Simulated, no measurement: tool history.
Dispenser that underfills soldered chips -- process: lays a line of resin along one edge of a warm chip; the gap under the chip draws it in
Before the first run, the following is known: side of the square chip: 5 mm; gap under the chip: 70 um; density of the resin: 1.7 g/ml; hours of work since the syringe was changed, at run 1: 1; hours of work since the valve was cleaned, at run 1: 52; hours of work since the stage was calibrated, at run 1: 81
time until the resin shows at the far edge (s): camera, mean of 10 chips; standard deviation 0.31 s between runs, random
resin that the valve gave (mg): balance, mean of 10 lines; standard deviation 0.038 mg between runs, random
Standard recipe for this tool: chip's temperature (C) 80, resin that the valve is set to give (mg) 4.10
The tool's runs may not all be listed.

| run | hour | chip's temperature (C) | resin that the valve is set to give (mg) | hours of work since the syringe was changed | hours of work since the valve was cleaned | hours of work since the stage was calibrated | time until the resin shows at the far edge (s) | resin that the valve gave (mg) |
|---|---|---|---|---|---|---|---|---|
| 1 | 0.0 | 80 | 4.10 | 1 | 52 | 81 | 8.7 | 3.97 |
| 2 | 6.0 | 80 | 4.10 | 5 | 56 | 85 | 9.9 | 3.95 |
|  | 12.7 | new syringe of resin |
| 3 | 15.5 | 94 | 4.10 | 2 | 62 | 91 | 4.8 | 3.80 |
| 4 | 24.9 | 68 | 4.10 | 8 | 68 | 97 | 20.1 | 3.83 |
|  | 26.8 | new syringe of resin |
|  | 27.8 | dispensing valve cleaned and set on the balance |
| 5 | 33.1 | 68 | 4.10 | 3 | 3 | 102 | 16.6 | 4.15 |
|  | 42.0 | new syringe of resin |
| 6 | 42.0 | 68 | 4.10 | 0 | 9 | 107 | 15.0 | 4.07 |
| 7 | 47.9 | 68 | 4.10 | 4 | 13 | 111 | 17.2 | 4.02 |
|  | 56.8 | new syringe of resin |
| 8 | 56.8 | 80 | 4.68 | 0 | 18 | 117 | 7.8 | 4.48 |
| 9 | 64.2 | 80 | 4.10 | 5 | 23 | 122 | 9.8 | 4.06 |
|  | 71.5 | new syringe of resin |
| 10 | 73.3 | 80 | 4.10 | 1 | 29 | 127 | 9.1 | 3.94 |
|  | 85.7 | new syringe of resin |
| 11 | 85.7 | 80 | 4.10 | 0 | 37 | 135 | 8.9 | 3.95 |
| 12 | 96.9 | 73 | 4.10 | 7 | 44 | 142 | 16.0 | 3.93 |
|  | 100.2 | new syringe of resin |
| 13 | 110.7 | 73 | 4.14 | 7 | 53 | 151 | 15.4 | 3.99 |
|  | 114.6 | new syringe of resin |
| 14 | 119.5 | 72 | 4.72 | 3 | 58 | 157 | 13.2 | 4.53 |
|  | 129.4 | new syringe of resin |
| 15 | 132.3 | 78 | 4.02 | 2 | 67 | 165 | 10.5 | 3.76 |
|  | 136.8 | dispensing valve cleaned and set on the balance |
|  | 144.6 | new syringe of resin |
| 16 | 144.6 | 78 | 4.02 | 0 | 5 | 172 | 9.1 | 4.02 |
| 17 | 157.2 | 69 | 4.18 | 8 | 13 | 180 | 19.6 | 4.13 |
|  | 159.2 | new syringe of resin |
| 18 | 164.8 | 85 | 4.41 | 4 | 18 | 185 | 7.5 | 4.37 |

Alternative continuations, all from the tool just after run 18; predict every row:
| A | 171.2 | 66 | 4.23 | 8 | 22 | 189 | ? | ? |
| B | 171.2 | 78 | 3.56 | 8 | 22 | 189 | ? | ? |
| C | 171.2 | 88 | 3.97 | 8 | 22 | 189 | ? | ? |

| run | time until the resin shows at the far edge (s) | resin that the valve gave (mg) |
|---|---|---|
| A | 22.1 | 4.18 |
| B | 13.6 | 3.52 |
| C | 8.2 | 3.92 |
Without the tool's unlogged condition, the same runs would have read:
| run | time until the resin shows at the far edge (s) | resin that the valve gave (mg) |
|---|---|---|
| A | 15.2 | 4.26 |
| B | 9.6 | 3.59 |
| C | 5.8 | 3.99 |

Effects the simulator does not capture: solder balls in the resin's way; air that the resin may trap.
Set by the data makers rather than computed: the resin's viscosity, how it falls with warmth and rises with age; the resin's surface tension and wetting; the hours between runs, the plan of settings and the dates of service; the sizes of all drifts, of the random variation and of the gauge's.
